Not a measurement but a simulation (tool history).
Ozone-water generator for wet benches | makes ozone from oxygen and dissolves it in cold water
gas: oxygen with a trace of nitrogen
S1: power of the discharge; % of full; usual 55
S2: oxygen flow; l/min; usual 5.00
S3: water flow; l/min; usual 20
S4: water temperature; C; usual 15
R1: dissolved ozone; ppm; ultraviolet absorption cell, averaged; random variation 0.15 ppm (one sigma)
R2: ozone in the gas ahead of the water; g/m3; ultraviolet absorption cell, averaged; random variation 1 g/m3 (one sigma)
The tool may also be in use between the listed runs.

run    hour  S1    S2  S3  S4    R1     R2
  1     0.0  55  5.00  20  15  16.8  152.9
  2    94.2  55  5.00  20  15  16.9  152.9
      140.6  -- contactor cleaned
  3   266.6  55  5.00  20  15  16.5  151.9
  4   395.1  55  5.00  20  15  16.3  151.5
  5   540.7  55  5.00  20  15  16.4  152.3
      659.0  -- contactor cleaned, once more
  6   666.3  55  5.00  20  15  16.9  150.5
  7   837.1  55  5.00  20  15  16.7  150.6
  8   994.9  55  5.00  25  15  13.3  149.1
  9  1099.6  55  5.00  25  15  13.2  148.4
 10  1191.2  55  5.00  25  15  13.2  148.4
 11  1268.2  89  5.00  20  15  22.9  208.4
 12  1357.3  55  5.00  20  15  16.4  149.2
 13  1505.6  55  5.00  20  15  16.7  147.3
 14  1628.7  55  3.34  16  15  20.1  189.1
 15  1765.9  55  5.00  17  12  19.5  146.7
 16  1870.8  92  5.00  25  15  18.6  207.8
 17  1970.9  92  4.41  23  21  18.5  223.8
 18  2056.0  58  7.78  31   7  11.6  111.9
 19  2205.1  45  7.92  24   8  12.6   93.5
 20  2282.6  93  5.91  24   9  20.2  184.1
 21  2403.0  78  5.00  29   8  14.9  182.6
 22  2483.0  78  5.00  29   8  14.9  180.0
 23  2656.4  53  5.63  15   8  21.4  128.3
 24  2806.8  55  8.03  20  16  14.3  103.5
 25  2944.2  55  5.00  20  17  15.1  142.8
 26  3069.7  55  5.00  20  17  15.4  140.5

Measured less the same run without the tool's hidden state. The same run-to-run variation is in both; the gauge's scatter may not be:
The hidden state here: yield of the discharge, % of new electrodes'; contactor's efficiency, % of a clean one's; true water temperature over the reading, C; drift of the gauge itself on ozone_ppm, %; drift of the gauge itself on gas_g_m3, %.
run    R1     R2
  1  -2.6  -18.8
  2  -2.6  -19.2
  3  -2.7  -19.8
  4  -2.9  -20.6
  5  -2.9  -21.1
  6  -2.4  -21.5
  7  -2.5  -22.1
  8  -2.2  -22.8
  9  -2.2  -23.2
 10  -2.3  -23.8
 11  -5.8  -50.6
 12  -2.8  -24.5
 13  -2.9  -24.9
 14  -3.7  -32.8
 15  -3.7  -26.1
 16  -5.4  -57.5
 17  -5.6  -63.6
 18  -2.5  -22.2
 19  -2.2  -14.5
 20  -6.5  -55.6
 21  -4.4  -49.4
 22  -4.4  -49.6
 23  -4.7  -25.5
 24  -3.4  -22.1
 25  -3.5  -30.9
 26  -3.7  -31.1

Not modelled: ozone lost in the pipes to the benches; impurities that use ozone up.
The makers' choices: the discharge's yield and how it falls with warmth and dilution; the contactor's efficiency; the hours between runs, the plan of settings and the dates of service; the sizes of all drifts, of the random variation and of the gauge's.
